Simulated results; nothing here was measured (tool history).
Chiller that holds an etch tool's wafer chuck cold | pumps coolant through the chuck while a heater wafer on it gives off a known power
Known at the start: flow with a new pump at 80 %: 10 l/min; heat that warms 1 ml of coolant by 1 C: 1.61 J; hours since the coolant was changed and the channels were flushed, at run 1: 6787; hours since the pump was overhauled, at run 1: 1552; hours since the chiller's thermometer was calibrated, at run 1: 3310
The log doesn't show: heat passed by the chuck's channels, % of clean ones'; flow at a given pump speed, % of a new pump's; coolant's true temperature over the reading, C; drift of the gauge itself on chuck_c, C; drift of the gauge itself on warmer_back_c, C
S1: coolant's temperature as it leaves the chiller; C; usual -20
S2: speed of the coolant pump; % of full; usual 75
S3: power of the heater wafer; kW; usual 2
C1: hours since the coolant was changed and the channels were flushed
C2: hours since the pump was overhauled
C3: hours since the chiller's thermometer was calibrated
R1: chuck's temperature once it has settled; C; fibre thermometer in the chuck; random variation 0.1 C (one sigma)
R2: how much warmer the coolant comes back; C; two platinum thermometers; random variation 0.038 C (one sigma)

run,hour,S1,S2,S3,C1,C2,C3,R1,R2
1,0,-20,75,2,6787,1552,3310,1.9,8.19
2,24.9,-20,75,2,6812,1577,3335,1.8,8.19
3,49.3,-20,75,2,6836,1601,3359,2,8.18
4,100.3,-29,75,2,6887,1652,3410,-7.2,8.17
5,147.3,-20,75,1.018,6934,1699,3457,-8.9,4.2
6,193.9,-20,65,2,6981,1746,3504,4.5,9.6
7,246.6,-20,66,2,7034,1799,3557,4.1,9.49
8,288.3,-20,66,2,7075,1840,3598,4.3,9.45
9,325.1,-20,66,2,7112,1877,3635,4.3,9.52
10,379.6,-20,66,2.913,7167,1932,3690,15.4,13.87
11,403.9,-11,99,2.259,7191,1956,3714,9,6.84
12,452.9,-28,75,2,7240,2005,3763,-5.9,8.21
13,493.7,-19,67,2,7281,2046,3804,5,9.37
# hour 498.8: chiller's thermometer calibrated
14,520.5,-20,79,2,7306,2072,22,1.3,7.76
15,556,-20,79,2,7342,2107,57,1.3,7.84
16,600.7,-20,79,2,7387,2152,102,1.1,7.8
17,645.2,-20,79,2,7431,2196,146,1.4,7.79
18,697,-25,75,1.429,7483,2248,198,-9.4,5.88
19,732.1,-15,75,2.491,7518,2283,233,12.7,10.3
# hour 774.5: chiller's thermometer calibrated, once more
20,775,-17,66,2.491,7560,2325,0,13.8,11.84

Forecast each of these 3 alternatives for the next run:
A,809,-11,78,1.204,7594,2359,34,?,?
B,809,-20,75,1.212,7594,2359,34,?,?
C,809,-15,98,1.944,7594,2359,34,?,?

run,R1,R2
A,2,4.73
B,-6.5,5.04
C,2.9,5.97
Without the tool's hidden state the same runs would have given:
run,R1,R2
A,0.5,4.56
B,-8.1,4.86
C,0.8,5.75

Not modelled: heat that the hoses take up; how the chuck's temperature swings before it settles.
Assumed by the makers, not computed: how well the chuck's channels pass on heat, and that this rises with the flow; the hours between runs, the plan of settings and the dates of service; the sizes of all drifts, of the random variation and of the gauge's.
